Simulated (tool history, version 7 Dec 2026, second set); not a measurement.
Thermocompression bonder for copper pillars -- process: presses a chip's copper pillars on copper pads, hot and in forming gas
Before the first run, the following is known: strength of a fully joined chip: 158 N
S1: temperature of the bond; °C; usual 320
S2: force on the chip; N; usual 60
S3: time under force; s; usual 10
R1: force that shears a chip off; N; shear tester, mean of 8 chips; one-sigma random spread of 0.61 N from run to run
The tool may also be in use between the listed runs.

{"run": 1, "hour": 0.0, "S1": 320, "S2": 60, "S3": 10, "R1": 69.7}
{"run": 2, "hour": 20.1, "S1": 320, "S2": 60, "S3": 10, "R1": 68.6}
{"run": 3, "hour": 53.0, "S1": 320, "S2": 63, "S3": 10, "R1": 71.7}
{"run": 4, "hour": 83.8, "S1": 320, "S2": 63, "S3": 10, "R1": 72.9}
{"run": 5, "hour": 112.2, "S1": 320, "S2": 63, "S3": 10, "R1": 71.5}
{"run": 6, "hour": 128.1, "S1": 320, "S2": 63, "S3": 10, "R1": 71.4}
{"run": 7, "hour": 151.0, "S1": 320, "S2": 63, "S3": 10, "R1": 71.3}
{"run": 8, "hour": 173.2, "S1": 320, "S2": 63, "S3": 10, "R1": 71.8}
{"run": 9, "hour": 208.7, "S1": 329, "S2": 60, "S3": 10, "R1": 73.8}
{"run": 10, "hour": 227.3, "S1": 320, "S2": 60, "S3": 10, "R1": 69.2}
{"run": 11, "hour": 244.9, "S1": 320, "S2": 60, "S3": 10, "R1": 68.6}
{"run": 12, "hour": 272.7, "S1": 315, "S2": 60, "S3": 10, "R1": 66.0}
{"run": 13, "hour": 290.5, "S1": 315, "S2": 60, "S3": 10, "R1": 65.4}
{"hour": 294.0, "done": "forming gas filter changed"}
{"run": 14, "hour": 314.6, "S1": 315, "S2": 60, "S3": 10, "R1": 70.7}
{"run": 15, "hour": 347.1, "S1": 320, "S2": 60, "S3": 10, "R1": 73.4}
{"run": 16, "hour": 370.9, "S1": 320, "S2": 60, "S3": 10, "R1": 73.7}
{"run": 17, "hour": 394.0, "S1": 320, "S2": 60, "S3": 10, "R1": 73.3}
{"run": 18, "hour": 419.4, "S1": 320, "S2": 60, "S3": 6, "R1": 60.8}
{"run": 19, "hour": 453.4, "S1": 320, "S2": 60, "S3": 6, "R1": 61.3}
{"run": 20, "hour": 478.3, "S1": 320, "S2": 60, "S3": 5, "R1": 56.4}
{"run": 21, "hour": 512.8, "S1": 320, "S2": 60, "S3": 5, "R1": 55.7}
{"run": 22, "hour": 537.3, "S1": 320, "S2": 60, "S3": 15, "R1": 84.2}
{"run": 23, "hour": 567.8, "S1": 320, "S2": 60, "S3": 15, "R1": 84.6}
{"run": 24, "hour": 586.9, "S1": 320, "S2": 55, "S3": 29, "R1": 96.4}
{"run": 25, "hour": 618.7, "S1": 320, "S2": 54, "S3": 14, "R1": 75.5}
{"run": 26, "hour": 654.1, "S1": 308, "S2": 72, "S3": 25, "R1": 101.6}
{"run": 27, "hour": 680.9, "S1": 298, "S2": 72, "S3": 10, "R1": 71.2}
{"run": 28, "hour": 712.9, "S1": 334, "S2": 86, "S3": 30, "R1": 128.4}
{"run": 29, "hour": 733.1, "S1": 334, "S2": 53, "S3": 7, "R1": 63.6}
{"run": 30, "hour": 755.9, "S1": 310, "S2": 37, "S3": 9, "R1": 42.5}
{"run": 31, "hour": 789.5, "S1": 344, "S2": 61, "S3": 11, "R1": 87.5}
{"run": 32, "hour": 805.5, "S1": 344, "S2": 61, "S3": 11, "R1": 86.9}
{"run": 33, "hour": 843.5, "S1": 314, "S2": 60, "S3": 10, "R1": 68.7}
{"run": 34, "hour": 864.2, "S1": 309, "S2": 73, "S3": 10, "R1": 77.0}
{"run": 35, "hour": 893.6, "S1": 345, "S2": 51, "S3": 6, "R1": 60.9}
{"run": 36, "hour": 925.4, "S1": 316, "S2": 36, "S3": 16, "R1": 53.8}
{"run": 37, "hour": 962.9, "S1": 316, "S2": 36, "S3": 16, "R1": 53.1}
{"run": 38, "hour": 995.2, "S1": 316, "S2": 36, "S3": 16, "R1": 53.3}
{"run": 39, "hour": 1024.7, "S1": 317, "S2": 60, "S3": 8, "R1": 62.8}
{"run": 40, "hour": 1050.7, "S1": 320, "S2": 61, "S3": 11, "R1": 73.7}

4 options for the next run, each taken on its own from the tool as it stands now. Forecast them:
{"hour": 1072.8, "done": "forming gas filter changed"}
{"run": "A", "hour": 1076.0, "S1": 320, "S2": 61, "S3": 14, "R1": "?"}
{"hour": 1072.8, "done": "forming gas filter changed"}
{"run": "B", "hour": 1076.0, "S1": 303, "S2": 49, "S3": 11, "R1": "?"}
{"hour": 1072.8, "done": "forming gas filter changed"}
{"run": "C", "hour": 1076.0, "S1": 320, "S2": 86, "S3": 11, "R1": "?"}
{"hour": 1072.8, "done": "forming gas filter changed"}
{"run": "D", "hour": 1076.0, "S1": 320, "S2": 38, "S3": 26, "R1": "?"}

run=A R1=86.6
run=B R1=59.2
run=C R1=101.8
run=D R1=76.3
Without the tool's hidden state the same runs would have given:
run=A R1=79.5
run=B R1=53.4
run=C R1=94.5
run=D R1=69.6
